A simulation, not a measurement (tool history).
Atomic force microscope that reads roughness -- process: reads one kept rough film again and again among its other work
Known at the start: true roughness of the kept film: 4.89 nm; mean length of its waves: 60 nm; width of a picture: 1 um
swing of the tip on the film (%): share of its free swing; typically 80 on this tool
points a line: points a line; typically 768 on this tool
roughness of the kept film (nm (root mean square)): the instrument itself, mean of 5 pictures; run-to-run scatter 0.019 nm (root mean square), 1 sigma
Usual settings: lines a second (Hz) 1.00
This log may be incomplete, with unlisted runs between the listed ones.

run,day,lines a second (Hz),swing of the tip on the film (%),points a line,roughness of the kept film (nm (root mean square))
1,0.000,1.00,80,768,4.580
2,2.171,1.00,80,768,4.567
3,4.554,2.80,80,768,4.373
4,6.383,2.80,80,948,4.342
5,7.692,2.80,80,948,4.365
6,10.275,1.00,84,768,4.536
# day 11.562: new tip fitted
7,11.704,1.00,84,768,4.577
8,13.158,1.00,84,768,4.572
9,15.212,1.00,83,768,4.551
10,17.704,1.00,83,768,4.542
11,20.083,1.00,83,768,4.528
12,22.408,1.00,80,768,4.569
# day 23.796: new tip fitted
13,24.575,1.00,80,651,4.560
14,27.225,1.00,80,651,4.583
15,28.742,1.00,80,651,4.560
16,31.246,2.31,80,768,4.418
17,32.575,2.31,80,768,4.411
18,34.800,1.00,80,858,4.548
# day 36.004: new tip fitted
19,37.579,1.00,80,858,4.583
20,39.233,1.00,80,858,4.560
21,41.938,1.00,80,858,4.566
22,44.108,1.00,80,858,4.576
23,45.433,1.00,80,858,4.555
24,46.929,1.00,80,858,4.572
# day 48.142: new tip fitted
25,49.458,1.00,80,858,4.596
26,51.896,1.00,80,768,4.567
27,54.579,1.00,80,768,4.567
28,57.029,1.00,80,768,4.560
# day 59.217: height scale calibrated on a step standard
29,59.329,1.00,80,620,4.585
# day 60.367: new tip fitted
30,62.429,1.00,80,620,4.558
31,64.358,1.09,80,787,4.542
32,67.067,1.00,80,674,4.564
33,69.608,0.56,55,674,4.646
34,71.125,1.77,63,683,4.617
35,72.438,0.92,55,683,4.672
# day 72.688: new tip fitted
36,74.629,0.92,55,683,4.667
37,77.017,1.00,62,768,4.681
38,78.733,1.00,69,843,4.667
39,80.000,1.52,69,444,4.572
40,82.733,1.49,68,585,4.588
# day 84.842: new tip fitted
41,84.842,1.00,81,855,4.590
42,86.496,2.57,59,768,4.642
43,89.275,1.00,59,621,4.686
44,91.596,1.00,59,621,4.663
45,93.471,2.69,82,321,4.302
46,96.446,2.69,82,321,4.328
# day 97.012: new tip fitted
47,99.179,2.69,82,273,4.297
48,101.167,2.69,82,273,4.307
49,103.800,1.00,57,768,4.669
50,106.308,1.00,71,261,4.608
51,108.008,0.96,80,457,4.536
# day 109.217: new tip fitted
52,109.429,1.27,71,457,4.580

Below are 4 alternative next runs, each starting from the tool's condition after run 52. Predict each:
A,111.596,1.72,69,791,?
B,111.596,2.47,80,792,?
C,111.596,1.31,77,404,?
D,111.596,1.27,71,496,?

run,roughness of the kept film (nm (root mean square))
A,4.550
B,4.404
C,4.548
D,4.625
Without the tool's hidden state the same runs would have given:
run,roughness of the kept film (nm (root mean square))
A,4.555
B,4.409
C,4.554
D,4.630
